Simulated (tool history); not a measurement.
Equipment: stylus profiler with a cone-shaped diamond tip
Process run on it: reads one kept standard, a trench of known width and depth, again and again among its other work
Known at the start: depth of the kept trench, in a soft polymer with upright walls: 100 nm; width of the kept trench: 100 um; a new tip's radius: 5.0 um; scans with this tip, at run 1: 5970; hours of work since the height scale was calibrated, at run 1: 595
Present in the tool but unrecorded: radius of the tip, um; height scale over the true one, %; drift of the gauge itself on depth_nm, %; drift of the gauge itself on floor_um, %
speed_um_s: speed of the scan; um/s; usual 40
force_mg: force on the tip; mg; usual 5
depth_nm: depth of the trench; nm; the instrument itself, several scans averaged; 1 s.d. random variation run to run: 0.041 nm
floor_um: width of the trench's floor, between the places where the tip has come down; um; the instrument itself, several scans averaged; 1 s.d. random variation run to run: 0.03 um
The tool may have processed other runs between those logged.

run	hour	speed_um_s	force_mg	scans with this tip	hours of work since the height scale was calibrated	depth_nm	floor_um
1	0	40	5	5970	595	101.08	97.54
2	28.3	44	5	6145	612	101.11	97.52
3	41	40	1.69	6223	620	100.44	97.47
4	69.3	40	1.69	6397	637	100.4	97.38
5	89.6	40	1.69	6522	650	100.42	97.37
6	104.4	40	5	6613	659	101.03	97.48
7	124.6	44	5	6738	671	101.03	97.45
8	155.1	44	5	6926	690	101.04	97.47
9	173.8	44	5	7041	701	101.03	97.52
10	198.5	44	5	7193	717	101.03	97.43
11	221.1	44	5	7332	730	101.01	97.42
12	239.4	44	5	7445	742	100.97	97.47
13	258.6	39	6.05	7563	754	101.04	97.42
14	278.5	53	2.97	7686	766	100.73	97.32
15	300.3	83	3.69	7820	779	100.82	97.23
16	329.8	83	5.37	8002	797	101	97.27
17	342.2	83	5.37	8078	805	101.09	97.31
18	356.8	25	2.46	8168	814	100.56	97.39
19	370.1	19	2.24	8250	822	100.53	97.4
20	387	31	6.24	8354	832	101.14	97.48
21	404.5	78	4.85	8462	843	101	97.23
22	431.6	78	4.85	8629	860	101.01	97.29
23	459.5	78	4.85	8801	877	100.94	97.24
24	479	78	4.85	8921	889	101.02	97.28

3 ways to go on from here, each from the tool as it stands after run 24. What would each give?
A	502.7	22	13.25	9067	903	?	?
B	502.7	28	5.66	9067	903	?	?
C	502.7	12	5.58	9067	903	?	?

run	depth_nm	floor_um
A	102.09	97.48
B	101.05	97.41
C	101.12	97.4
Had the tool no hidden state, the same runs would have come out as:
run	depth_nm	floor_um
A	102.34	98
B	101.29	97.94
C	101.36	97.92

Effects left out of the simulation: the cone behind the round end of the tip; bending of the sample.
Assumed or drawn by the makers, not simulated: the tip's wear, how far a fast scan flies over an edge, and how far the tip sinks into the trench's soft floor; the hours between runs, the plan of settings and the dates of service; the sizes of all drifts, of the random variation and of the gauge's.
